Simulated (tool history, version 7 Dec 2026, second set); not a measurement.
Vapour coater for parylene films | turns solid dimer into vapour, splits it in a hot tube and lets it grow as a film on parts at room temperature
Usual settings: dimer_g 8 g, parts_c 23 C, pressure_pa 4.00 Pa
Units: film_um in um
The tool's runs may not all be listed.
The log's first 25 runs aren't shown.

run    hour  dimer_g  parts_c  pressure_pa  hours of work since the trap's valve was overhauled  hours of work since the table's thermometer was calibrated  film_um
 26   751.5        6       31         4.00                                                  192                                                         585     1.85
      774.3  -- trap's valve overhauled
 27   775.3        6       31         4.00                                                    1                                                         603     1.84
 28   801.6        7       31         4.00                                                   24                                                         626     2.15
 29   819.6        6       31         4.00                                                   40                                                         642     1.84
 30   844.4        6       19         4.68                                                   61                                                         663     2.42
 31   883.6        6       30         8.29                                                   95                                                         697     1.70
 32   913.5       14       21         3.70                                                  122                                                         723     5.68
 33   940.0       10       21         3.01                                                  145                                                         747     4.18
 34   962.5       10       27         4.71                                                  164                                                         766     3.32
 35   982.2        8       24         4.93                                                  182                                                         783     2.83
     1018.3  -- trap's valve overhauled
 36  1022.3        8       31         8.71                                                    4                                                         815     2.17
 37  1060.4        6       16         2.44                                                   37                                                         848     2.98
 38  1083.8        8       18         4.00                                                   57                                                         869     3.39
 39  1118.2        8       23        11.07                                                   87                                                         899     2.63
 40  1143.2       10       23         4.00                                                  109                                                         921     3.78
     1166.1  -- table's thermometer calibrated
 41  1180.9        7       25         3.64                                                  141                                                          13     2.56
 42  1214.9        8       22         7.46                                                  171                                                          43     2.89
 43  1241.9        6       22         7.46                                                  194                                                          66     2.09
     1263.2  -- trap's valve overhauled
 44  1284.4        6       22         7.46                                                   19                                                         100     2.17
 45  1302.7        8       22         8.10                                                   34                                                         116     2.80
 46  1322.7        8       23         4.00                                                   52                                                         133     3.07
 47  1360.9        5       25         2.17                                                   85                                                         167     2.00

Forecast each of these 4 alternatives for the next run:
  A  1391.9        8       27         4.00                                                  112                                                         194        ?
  B  1391.9       13       23         4.00                                                  112                                                         194        ?
  C  1391.9       10       25         2.17                                                  112                                                         194        ?
  D  1391.9        5       25         2.17                                                  112                                                         194        ?

run  film_um
  A     2.72
  B     4.90
  C     3.98
  D     1.99
Without the tool's hidden state the same runs would have given:
run  film_um
  A     2.73
  B     4.90
  C     3.98
  D     1.99
